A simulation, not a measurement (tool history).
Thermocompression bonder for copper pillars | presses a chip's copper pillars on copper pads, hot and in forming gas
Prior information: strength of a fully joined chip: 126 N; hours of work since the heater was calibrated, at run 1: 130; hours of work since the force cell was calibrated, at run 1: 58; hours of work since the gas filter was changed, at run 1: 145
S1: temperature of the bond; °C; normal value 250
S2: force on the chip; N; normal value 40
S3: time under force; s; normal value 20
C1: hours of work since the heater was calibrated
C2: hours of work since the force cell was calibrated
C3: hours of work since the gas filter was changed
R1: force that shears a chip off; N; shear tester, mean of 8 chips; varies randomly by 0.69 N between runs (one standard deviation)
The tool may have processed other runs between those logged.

run,hour,S1,S2,S3,C1,C2,C3,R1
1,0.0,250,40,20,130,58,145,42.5
2,37.4,250,40,20,148,76,164,41.0
# hour 51.2: forming gas filter changed
3,88.1,250,40,20,172,100,18,45.4
4,124.0,250,40,20,190,118,36,45.7
5,180.7,250,40,20,218,146,63,44.5
6,215.4,250,40,45,234,163,80,58.8
7,263.6,250,40,45,258,186,104,56.2
8,300.7,260,40,20,276,204,122,49.5
9,326.0,250,40,19,289,217,134,41.0
10,358.6,250,40,19,304,233,150,39.1
11,387.5,250,40,19,319,247,164,38.8
# hour 402.7: forming gas filter changed
12,437.6,250,40,19,343,271,17,43.2
13,483.7,250,40,19,365,293,40,42.7
14,533.8,250,40,19,390,318,64,41.7
15,579.1,259,40,19,412,340,86,49.2
16,634.0,259,40,19,439,367,113,46.4
17,675.9,259,40,19,459,387,133,45.8
18,710.4,279,40,19,476,404,150,60.7
# hour 749.7: forming gas filter changed
19,752.2,250,40,20,496,424,1,44.5
20,788.1,250,40,20,514,442,19,42.4
21,821.2,250,40,20,530,458,35,41.0
22,870.8,250,40,20,554,482,59,41.4
23,908.3,250,40,20,572,501,77,40.4
# hour 914.2: heater calibrated with a thermocouple chip
24,947.4,250,59,20,16,519,96,56.3
25,975.1,250,31,20,30,532,109,29.0
26,1005.6,250,31,12,45,547,124,21.7
27,1051.0,250,35,12,67,569,146,26.0
# hour 1074.3: heater calibrated with a thermocouple chip, once more
28,1083.3,259,40,20,4,584,161,46.6
# hour 1103.9: forming gas filter changed
29,1117.5,259,40,20,21,601,7,52.9
30,1170.3,250,40,53,47,626,32,61.8
31,1197.4,250,40,53,60,640,46,62.8
32,1252.5,258,40,55,87,667,73,66.5
33,1296.5,237,52,11,108,688,94,32.8
34,1356.7,237,52,11,138,717,124,32.1
35,1405.2,269,48,20,161,741,147,63.6
36,1449.6,224,32,29,183,763,169,20.0
# hour 1454.7: forming gas filter changed
37,1490.7,250,33,20,203,783,18,35.3

Predict each of these 4 candidate next runs independently; none follows another, all start after run 37:
# hour 1518.0: force cell calibrated
A,1536.3,278,31,20,224,9,39,?
# hour 1518.0: force cell calibrated
B,1536.3,250,40,26,224,9,39,?
# hour 1518.0: force cell calibrated
C,1536.3,240,33,18,224,9,39,?
# hour 1518.0: force cell calibrated
D,1536.3,273,41,47,224,9,39,?

run,R1
A,55.6
B,49.8
C,27.8
D,85.4
Take away the tool's hidden state, keep each run's random variation, and the runs would have read:
run,R1
A,59.1
B,53.3
C,29.9
D,90.0
